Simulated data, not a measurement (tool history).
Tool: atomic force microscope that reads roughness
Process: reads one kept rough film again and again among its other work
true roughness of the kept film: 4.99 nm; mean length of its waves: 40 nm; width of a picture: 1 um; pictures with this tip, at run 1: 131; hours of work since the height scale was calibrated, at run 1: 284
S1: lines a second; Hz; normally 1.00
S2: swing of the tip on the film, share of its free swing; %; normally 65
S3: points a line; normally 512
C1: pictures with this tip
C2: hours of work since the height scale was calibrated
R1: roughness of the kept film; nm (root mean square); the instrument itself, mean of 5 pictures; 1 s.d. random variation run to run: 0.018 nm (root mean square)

Run 1, hour 0.0: usual settings; C1 131; C2 284. Result: R1 3.623 nm (root mean square).
Run 2, hour 13.6: usual settings; C1 151; C2 293. Result: R1 3.561 nm (root mean square).
Run 3, hour 24.5: usual settings; C1 167; C2 301. Result: R1 3.478 nm (root mean square).
Run 4, hour 31.0: usual settings; C1 177; C2 305. Result: R1 3.448 nm (root mean square).
Run 5, hour 39.1: usual settings; C1 189; C2 310. Result: R1 3.400 nm (root mean square).
Run 6, hour 50.2: usual settings but S2 58 %; C1 205; C2 317. Result: R1 3.385 nm (root mean square).
Run 7, hour 60.6: usual settings but S2 58 %; C1 221; C2 324. Result: R1 3.332 nm (root mean square).
At hour 69.0: new tip fitted.
Run 8, hour 71.6: usual settings; C1 4; C2 331. Result: R1 4.244 nm (root mean square).
Run 9, hour 79.3: usual settings but S3 273; C1 15; C2 336. Result: R1 4.131 nm (root mean square).
Run 10, hour 89.4: usual settings but S2 61 %; C1 30; C2 343. Result: R1 4.131 nm (root mean square).
Run 11, hour 101.3: usual settings but S2 61 %; C1 48; C2 351. Result: R1 4.084 nm (root mean square).
Run 12, hour 110.7: usual settings; C1 62; C2 357. Result: R1 3.914 nm (root mean square).
Run 13, hour 116.9: usual settings; C1 71; C2 361. Result: R1 3.902 nm (root mean square).
Run 14, hour 129.9: usual settings but S3 260; C1 90; C2 370. Result: R1 3.783 nm (root mean square).
Run 15, hour 138.5: usual settings; C1 103; C2 375. Result: R1 3.755 nm (root mean square).
Run 16, hour 145.4: usual settings; C1 113; C2 380. Result: R1 3.700 nm (root mean square).
Run 17, hour 155.2: usual settings; C1 128; C2 386. Result: R1 3.659 nm (root mean square).
Run 18, hour 165.2: usual settings; C1 143; C2 393. Result: R1 3.579 nm (root mean square).
Run 19, hour 175.7: usual settings; C1 158; C2 400. Result: R1 3.527 nm (root mean square).
Run 20, hour 182.3: usual settings; C1 168; C2 404. Result: R1 3.482 nm (root mean square).
Run 21, hour 196.0: usual settings but S1 1.40 Hz, S2 68 %, S3 392; C1 188; C2 413. Result: R1 3.319 nm (root mean square).
Run 22, hour 207.3: usual settings but S2 59 %; C1 205; C2 420. Result: R1 3.413 nm (root mean square).
Run 23, hour 215.8: usual settings but S2 59 %; C1 218; C2 426. Result: R1 3.345 nm (root mean square).
Run 24, hour 224.0: usual settings but S2 63 %, S3 300; C1 230; C2 431. Result: R1 3.282 nm (root mean square).
At hour 225.7: new tip fitted.
At hour 226.7: height scale calibrated on a step standard.
Run 25, hour 234.3: usual settings but S1 0.68 Hz, S2 80 %, S3 300; C1 11; C2 5. Result: R1 4.123 nm (root mean square).

Run 26, settings as shown, results not yet in. Your forecast:
Run 26, hour 246.0: usual settings but S1 1.63 Hz, S2 68 %, S3 532; C1 28; C2 13. Result: R1 ?.

For run 26 the tool returned R1 3.994 nm (root mean square).
With the hidden condition absent and the run-to-run variation left alone, this run would have shown R1 4.145 nm (root mean square).
